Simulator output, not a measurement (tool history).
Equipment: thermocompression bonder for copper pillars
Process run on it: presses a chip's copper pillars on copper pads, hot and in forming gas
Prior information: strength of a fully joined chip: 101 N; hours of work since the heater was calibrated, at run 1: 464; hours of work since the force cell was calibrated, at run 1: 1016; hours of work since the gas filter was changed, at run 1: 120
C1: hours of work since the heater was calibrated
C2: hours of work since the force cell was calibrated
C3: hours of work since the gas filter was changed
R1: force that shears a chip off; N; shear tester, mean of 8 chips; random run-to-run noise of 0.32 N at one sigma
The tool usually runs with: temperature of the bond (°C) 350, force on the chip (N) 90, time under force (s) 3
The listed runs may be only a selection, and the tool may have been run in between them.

{"run": 1, "hour": 0.0, "temperature of the bond (°C)": 350, "force on the chip (N)": 90, "time under force (s)": 3, "C1": 464, "C2": 1016, "C3": 120, "R1": 38.4}
{"run": 2, "hour": 21.5, "temperature of the bond (°C)": 350, "force on the chip (N)": 90, "time under force (s)": 3, "C1": 479, "C2": 1031, "C3": 136, "R1": 38.1}
{"run": 3, "hour": 33.6, "temperature of the bond (°C)": 350, "force on the chip (N)": 90, "time under force (s)": 3, "C1": 488, "C2": 1040, "C3": 144, "R1": 38.0}
{"run": 4, "hour": 47.9, "temperature of the bond (°C)": 350, "force on the chip (N)": 90, "time under force (s)": 3, "C1": 499, "C2": 1051, "C3": 155, "R1": 38.0}
{"run": 5, "hour": 65.0, "temperature of the bond (°C)": 350, "force on the chip (N)": 90, "time under force (s)": 3, "C1": 511, "C2": 1063, "C3": 167, "R1": 37.8}
{"hour": 82.8, "done": "forming gas filter changed"}
{"run": 6, "hour": 90.0, "temperature of the bond (°C)": 350, "force on the chip (N)": 90, "time under force (s)": 3, "C1": 529, "C2": 1081, "C3": 5, "R1": 39.8}
{"run": 7, "hour": 110.8, "temperature of the bond (°C)": 350, "force on the chip (N)": 90, "time under force (s)": 3, "C1": 544, "C2": 1096, "C3": 20, "R1": 39.3}
{"run": 8, "hour": 136.7, "temperature of the bond (°C)": 350, "force on the chip (N)": 90, "time under force (s)": 3, "C1": 563, "C2": 1115, "C3": 39, "R1": 38.9}
{"run": 9, "hour": 154.6, "temperature of the bond (°C)": 350, "force on the chip (N)": 90, "time under force (s)": 3, "C1": 576, "C2": 1128, "C3": 52, "R1": 38.7}
{"run": 10, "hour": 172.5, "temperature of the bond (°C)": 350, "force on the chip (N)": 90, "time under force (s)": 3, "C1": 589, "C2": 1141, "C3": 65, "R1": 38.6}
{"run": 11, "hour": 200.5, "temperature of the bond (°C)": 350, "force on the chip (N)": 90, "time under force (s)": 3, "C1": 610, "C2": 1161, "C3": 86, "R1": 38.6}
{"run": 12, "hour": 220.7, "temperature of the bond (°C)": 350, "force on the chip (N)": 90, "time under force (s)": 3, "C1": 624, "C2": 1176, "C3": 101, "R1": 37.9}
{"run": 13, "hour": 247.8, "temperature of the bond (°C)": 350, "force on the chip (N)": 107, "time under force (s)": 3, "C1": 644, "C2": 1196, "C3": 120, "R1": 42.9}
{"run": 14, "hour": 261.8, "temperature of the bond (°C)": 350, "force on the chip (N)": 107, "time under force (s)": 3, "C1": 654, "C2": 1206, "C3": 130, "R1": 42.8}
{"hour": 267.3, "done": "force cell calibrated"}
{"run": 15, "hour": 291.6, "temperature of the bond (°C)": 325, "force on the chip (N)": 90, "time under force (s)": 3, "C1": 675, "C2": 18, "C3": 151, "R1": 27.4}
{"run": 16, "hour": 320.3, "temperature of the bond (°C)": 352, "force on the chip (N)": 90, "time under force (s)": 3, "C1": 696, "C2": 39, "C3": 172, "R1": 38.7}
{"hour": 331.0, "done": "forming gas filter changed"}
{"run": 17, "hour": 348.1, "temperature of the bond (°C)": 352, "force on the chip (N)": 90, "time under force (s)": 3, "C1": 716, "C2": 59, "C3": 12, "R1": 40.4}
{"run": 18, "hour": 361.3, "temperature of the bond (°C)": 350, "force on the chip (N)": 123, "time under force (s)": 3, "C1": 725, "C2": 68, "C3": 22, "R1": 48.7}
{"run": 19, "hour": 378.9, "temperature of the bond (°C)": 359, "force on the chip (N)": 111, "time under force (s)": 2, "C1": 738, "C2": 81, "C3": 35, "R1": 42.9}
{"run": 20, "hour": 404.5, "temperature of the bond (°C)": 359, "force on the chip (N)": 113, "time under force (s)": 3, "C1": 757, "C2": 100, "C3": 54, "R1": 50.3}
{"run": 21, "hour": 420.0, "temperature of the bond (°C)": 359, "force on the chip (N)": 113, "time under force (s)": 3, "C1": 768, "C2": 111, "C3": 65, "R1": 50.0}
{"hour": 439.0, "done": "force cell calibrated, once more"}
{"run": 22, "hour": 447.3, "temperature of the bond (°C)": 366, "force on the chip (N)": 91, "time under force (s)": 3, "C1": 787, "C2": 6, "C3": 84, "R1": 44.8}
{"run": 23, "hour": 466.2, "temperature of the bond (°C)": 320, "force on the chip (N)": 104, "time under force (s)": 2, "C1": 801, "C2": 20, "C3": 97, "R1": 22.9}
{"run": 24, "hour": 481.5, "temperature of the bond (°C)": 320, "force on the chip (N)": 104, "time under force (s)": 2, "C1": 812, "C2": 31, "C3": 109, "R1": 22.9}
{"run": 25, "hour": 493.3, "temperature of the bond (°C)": 341, "force on the chip (N)": 62, "time under force (s)": 4, "C1": 820, "C2": 40, "C3": 117, "R1": 27.4}
{"run": 26, "hour": 508.6, "temperature of the bond (°C)": 354, "force on the chip (N)": 90, "time under force (s)": 5, "C1": 832, "C2": 51, "C3": 128, "R1": 46.5}
{"run": 27, "hour": 523.3, "temperature of the bond (°C)": 354, "force on the chip (N)": 90, "time under force (s)": 5, "C1": 842, "C2": 61, "C3": 139, "R1": 46.4}
{"run": 28, "hour": 550.6, "temperature of the bond (°C)": 350, "force on the chip (N)": 92, "time under force (s)": 8, "C1": 862, "C2": 81, "C3": 159, "R1": 51.7}
{"run": 29, "hour": 566.2, "temperature of the bond (°C)": 350, "force on the chip (N)": 92, "time under force (s)": 8, "C1": 874, "C2": 93, "C3": 170, "R1": 52.3}
{"hour": 580.0, "done": "forming gas filter changed"}
{"run": 30, "hour": 591.1, "temperature of the bond (°C)": 321, "force on the chip (N)": 131, "time under force (s)": 2, "C1": 891, "C2": 110, "C3": 8, "R1": 28.3}
{"run": 31, "hour": 609.4, "temperature of the bond (°C)": 321, "force on the chip (N)": 131, "time under force (s)": 2, "C1": 905, "C2": 124, "C3": 21, "R1": 28.5}
{"run": 32, "hour": 622.8, "temperature of the bond (°C)": 343, "force on the chip (N)": 59, "time under force (s)": 4, "C1": 914, "C2": 134, "C3": 31, "R1": 26.8}
{"run": 33, "hour": 646.6, "temperature of the bond (°C)": 350, "force on the chip (N)": 90, "time under force (s)": 6, "C1": 932, "C2": 151, "C3": 49, "R1": 47.5}
{"run": 34, "hour": 674.6, "temperature of the bond (°C)": 350, "force on the chip (N)": 90, "time under force (s)": 6, "C1": 952, "C2": 171, "C3": 69, "R1": 47.4}
{"run": 35, "hour": 701.8, "temperature of the bond (°C)": 350, "force on the chip (N)": 90, "time under force (s)": 6, "C1": 972, "C2": 191, "C3": 89, "R1": 47.2}

Consider 3 possible next runs. They are alternatives, not a sequence: every one starts from the tool as it was left by run 35. What does each give?
{"run": "A", "hour": 716.0, "temperature of the bond (°C)": 350, "force on the chip (N)": 112, "time under force (s)": 7, "C1": 982, "C2": 202, "C3": 99, "R1": "?"}
{"run": "B", "hour": 716.0, "temperature of the bond (°C)": 350, "force on the chip (N)": 76, "time under force (s)": 6, "C1": 982, "C2": 202, "C3": 99, "R1": "?"}
{"run": "C", "hour": 716.0, "temperature of the bond (°C)": 320, "force on the chip (N)": 89, "time under force (s)": 3, "C1": 982, "C2": 202, "C3": 99, "R1": "?"}

run=A R1=56.9
run=B R1=41.8
run=C R1=23.1
With the hidden condition removed and each run's random variation left untouched, the same runs would have given:
run=A R1=62.7
run=B R1=46.7
run=C R1=26.6

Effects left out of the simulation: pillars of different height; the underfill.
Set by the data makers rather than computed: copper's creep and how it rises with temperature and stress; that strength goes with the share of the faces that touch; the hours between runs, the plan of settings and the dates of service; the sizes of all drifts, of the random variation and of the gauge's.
